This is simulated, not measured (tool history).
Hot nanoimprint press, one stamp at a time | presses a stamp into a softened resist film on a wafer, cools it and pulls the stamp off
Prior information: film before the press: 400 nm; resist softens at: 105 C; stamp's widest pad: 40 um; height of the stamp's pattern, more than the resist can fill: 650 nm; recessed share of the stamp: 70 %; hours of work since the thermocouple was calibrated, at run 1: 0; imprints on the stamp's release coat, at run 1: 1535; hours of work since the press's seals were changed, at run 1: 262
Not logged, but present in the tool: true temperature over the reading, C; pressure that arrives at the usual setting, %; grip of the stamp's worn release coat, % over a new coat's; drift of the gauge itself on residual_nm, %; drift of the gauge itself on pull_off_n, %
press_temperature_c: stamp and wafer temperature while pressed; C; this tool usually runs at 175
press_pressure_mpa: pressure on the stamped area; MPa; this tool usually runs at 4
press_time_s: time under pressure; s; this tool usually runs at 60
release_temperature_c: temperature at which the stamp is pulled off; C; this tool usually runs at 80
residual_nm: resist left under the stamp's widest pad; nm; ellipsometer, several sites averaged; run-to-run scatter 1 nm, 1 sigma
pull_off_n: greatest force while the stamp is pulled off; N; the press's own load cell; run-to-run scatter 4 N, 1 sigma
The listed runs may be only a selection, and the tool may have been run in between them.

run,hour,press_temperature_c,press_pressure_mpa,press_time_s,release_temperature_c,hours of work since the thermocouple was calibrated,imprints on the stamp's release coat,hours of work since the press's seals were changed,residual_nm,pull_off_n
1,0,175,4,60,80,0,1535,262,149.3,238
2,56.5,175,4,60,80,41,1690,302,149.8,246
# hour 113.1: stamp cleaned and given a new release coat
3,136.3,175,4,60,80,94,64,356,147.1,186
4,204.1,175,4,60,80,143,249,404,146.3,202
5,244.3,175,4,60,80,172,359,433,145.8,205
# hour 251.5: plate thermocouple calibrated
6,288.7,175,4,60,80,27,473,463,142.5,203
# hour 356.6: press's hydraulic seals changed and the load cell set to zero
7,369.8,175,4,112,80,79,672,9,106.3,213
8,414.1,175,4,112,80,111,793,41,106.1,210
9,457.7,174,3.92,64,70,143,913,73,140.6,253
10,508.6,175,2.99,60,80,179,1052,109,156.5,220
11,556.5,177,3.03,52,69,214,1183,144,150.2,278
# hour 599.5: plate thermocouple calibrated, once more
12,606.5,177,3.03,52,69,5,1312,178,161.1,285
13,666.4,177,3.29,31,66,48,1475,221,187,290
14,739.8,177,3.29,31,66,101,1676,274,184.3,304
# hour 802.6: stamp cleaned and given a new release coat
15,817.3,177,3.29,31,66,152,40,325,182.2,233
16,876.3,176,3,34,85,195,201,368,191.2,180

A few steps of residual_nm between consecutive runs. Split each: what settings, incoming material and random variation would produce without the hidden state, and what is left over for the hidden state, along with gauge scatter present in only one of the two compared results (measured, and without hidden state):
Run 6 -> 7: press_time_s 60 -> 112, press's hydraulic seals changed and the load cell set to zero. residual_nm -36.2 nm: hidden state -1.5, all else -34.7.
Run 11 -> 12: plate thermocouple calibrated, once more. residual_nm +10.9 nm: hidden state +11, all else -0.1.

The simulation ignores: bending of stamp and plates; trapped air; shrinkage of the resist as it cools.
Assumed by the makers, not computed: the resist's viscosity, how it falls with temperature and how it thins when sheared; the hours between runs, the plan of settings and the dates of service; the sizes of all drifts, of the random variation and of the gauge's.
